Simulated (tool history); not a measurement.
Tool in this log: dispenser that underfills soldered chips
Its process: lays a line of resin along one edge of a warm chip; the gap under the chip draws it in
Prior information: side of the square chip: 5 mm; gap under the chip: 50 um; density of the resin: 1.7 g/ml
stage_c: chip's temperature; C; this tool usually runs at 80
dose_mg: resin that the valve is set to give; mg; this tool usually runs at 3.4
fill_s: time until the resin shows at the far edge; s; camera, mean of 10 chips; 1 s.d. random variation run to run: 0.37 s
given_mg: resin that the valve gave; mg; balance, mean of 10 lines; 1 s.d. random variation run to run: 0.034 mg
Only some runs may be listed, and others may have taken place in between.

{"run": 1, "hour": 0.0, "stage_c": 80, "dose_mg": 3.4, "fill_s": 28.2, "given_mg": 3.39}
{"hour": 4.0, "done": "new syringe of resin"}
{"run": 2, "hour": 5.1, "stage_c": 80, "dose_mg": 3.4, "fill_s": 22.4, "given_mg": 3.41}
{"run": 3, "hour": 8.3, "stage_c": 80, "dose_mg": 3.4, "fill_s": 27.4, "given_mg": 3.43}
{"hour": 13.3, "done": "new syringe of resin"}
{"run": 4, "hour": 14.4, "stage_c": 80, "dose_mg": 3.4, "fill_s": 23.6, "given_mg": 3.26}
{"run": 5, "hour": 20.9, "stage_c": 80, "dose_mg": 2.96, "fill_s": 32.5, "given_mg": 2.88}
{"hour": 22.7, "done": "new syringe of resin"}
{"run": 6, "hour": 27.0, "stage_c": 80, "dose_mg": 2.96, "fill_s": 27.7, "given_mg": 2.93}
{"run": 7, "hour": 31.6, "stage_c": 80, "dose_mg": 2.96, "fill_s": 34.9, "given_mg": 2.87}
{"hour": 32.3, "done": "new syringe of resin"}
{"run": 8, "hour": 34.8, "stage_c": 80, "dose_mg": 3.74, "fill_s": 24.5, "given_mg": 3.65}
{"run": 9, "hour": 39.7, "stage_c": 80, "dose_mg": 3.74, "fill_s": 32.1, "given_mg": 3.62}
{"hour": 41.7, "done": "new syringe of resin"}
{"run": 10, "hour": 45.0, "stage_c": 80, "dose_mg": 3.74, "fill_s": 25.3, "given_mg": 3.64}
{"run": 11, "hour": 50.2, "stage_c": 80, "dose_mg": 3.74, "fill_s": 33.4, "given_mg": 3.61}
{"hour": 50.9, "done": "new syringe of resin"}
{"run": 12, "hour": 56.8, "stage_c": 80, "dose_mg": 3.74, "fill_s": 29.8, "given_mg": 3.67}
{"hour": 60.4, "done": "new syringe of resin"}
{"run": 13, "hour": 63.6, "stage_c": 80, "dose_mg": 3.74, "fill_s": 25.8, "given_mg": 3.64}
{"hour": 69.7, "done": "new syringe of resin"}
{"run": 14, "hour": 69.7, "stage_c": 80, "dose_mg": 3.74, "fill_s": 21.5, "given_mg": 3.59}
{"run": 15, "hour": 75.9, "stage_c": 80, "dose_mg": 3.74, "fill_s": 29.7, "given_mg": 3.63}
{"hour": 78.9, "done": "new syringe of resin"}
{"run": 16, "hour": 82.2, "stage_c": 80, "dose_mg": 3.74, "fill_s": 25.8, "given_mg": 3.6}
{"hour": 88.1, "done": "new syringe of resin"}
{"run": 17, "hour": 88.1, "stage_c": 80, "dose_mg": 3.74, "fill_s": 21.7, "given_mg": 3.64}
{"run": 18, "hour": 91.5, "stage_c": 80, "dose_mg": 3.4, "fill_s": 26.5, "given_mg": 3.26}
{"hour": 97.6, "done": "new syringe of resin"}
{"run": 19, "hour": 98.0, "stage_c": 80, "dose_mg": 3.4, "fill_s": 22.3, "given_mg": 3.29}
{"run": 20, "hour": 103.8, "stage_c": 94, "dose_mg": 3.39, "fill_s": 18.7, "given_mg": 3.22}
{"hour": 106.8, "done": "new syringe of resin"}
{"run": 21, "hour": 110.5, "stage_c": 72, "dose_mg": 3.59, "fill_s": 34.5, "given_mg": 3.48}
{"run": 22, "hour": 115.0, "stage_c": 82, "dose_mg": 3.7, "fill_s": 29.7, "given_mg": 3.5}
{"hour": 116.2, "done": "new syringe of resin"}
{"run": 23, "hour": 120.9, "stage_c": 69, "dose_mg": 4.22, "fill_s": 40.4, "given_mg": 4.02}
{"hour": 125.9, "done": "new syringe of resin"}
{"run": 24, "hour": 127.5, "stage_c": 86, "dose_mg": 3.76, "fill_s": 18.6, "given_mg": 3.54}
{"run": 25, "hour": 130.9, "stage_c": 84, "dose_mg": 3.71, "fill_s": 24.1, "given_mg": 3.54}
{"hour": 135.2, "done": "new syringe of resin"}
{"run": 26, "hour": 135.3, "stage_c": 92, "dose_mg": 3.2, "fill_s": 14.4, "given_mg": 3.08}
{"run": 27, "hour": 138.4, "stage_c": 92, "dose_mg": 3.2, "fill_s": 16.3, "given_mg": 3}
{"run": 28, "hour": 143.5, "stage_c": 92, "dose_mg": 3.2, "fill_s": 21.7, "given_mg": 3.06}
{"hour": 144.3, "done": "new syringe of resin"}
{"run": 29, "hour": 149.2, "stage_c": 92, "dose_mg": 3.2, "fill_s": 18.3, "given_mg": 3.03}
{"hour": 153.9, "done": "new syringe of resin"}
{"run": 30, "hour": 154.0, "stage_c": 92, "dose_mg": 3.2, "fill_s": 13.9, "given_mg": 3}
{"run": 31, "hour": 159.3, "stage_c": 84, "dose_mg": 2.96, "fill_s": 24.4, "given_mg": 2.71}
{"run": 32, "hour": 162.1, "stage_c": 77, "dose_mg": 3.51, "fill_s": 35.4, "given_mg": 3.35}
{"hour": 163.1, "done": "new syringe of resin"}
{"run": 33, "hour": 167.2, "stage_c": 77, "dose_mg": 3.51, "fill_s": 29.3, "given_mg": 3.37}
{"run": 34, "hour": 171.2, "stage_c": 77, "dose_mg": 3.51, "fill_s": 36, "given_mg": 3.34}
{"hour": 172.4, "done": "new syringe of resin"}
{"run": 35, "hour": 178.1, "stage_c": 94, "dose_mg": 3.4, "fill_s": 16.8, "given_mg": 3.14}
{"hour": 181.7, "done": "new syringe of resin"}
{"run": 36, "hour": 184.8, "stage_c": 86, "dose_mg": 3.79, "fill_s": 20.3, "given_mg": 3.51}

Below are 4 alternative next runs, each starting from the tool's condition after run 36. Predict each:
{"run": "A", "hour": 188.3, "stage_c": 65, "dose_mg": 4.31, "fill_s": "?", "given_mg": "?"}
{"run": "B", "hour": 188.3, "stage_c": 91, "dose_mg": 3.79, "fill_s": "?", "given_mg": "?"}
{"run": "C", "hour": 188.3, "stage_c": 72, "dose_mg": 4.36, "fill_s": "?", "given_mg": "?"}
{"run": "D", "hour": 188.3, "stage_c": 87, "dose_mg": 3.66, "fill_s": "?", "given_mg": "?"}

run=A fill_s=50.8 given_mg=4.05
run=B fill_s=20.2 given_mg=3.55
run=C fill_s=39.5 given_mg=4.05
run=D fill_s=22.9 given_mg=3.42
Had the tool no hidden state, the same runs would have come out as:
run=A fill_s=38 given_mg=4.33
run=B fill_s=15 given_mg=3.79
run=C fill_s=29.6 given_mg=4.34
run=D fill_s=17 given_mg=3.65
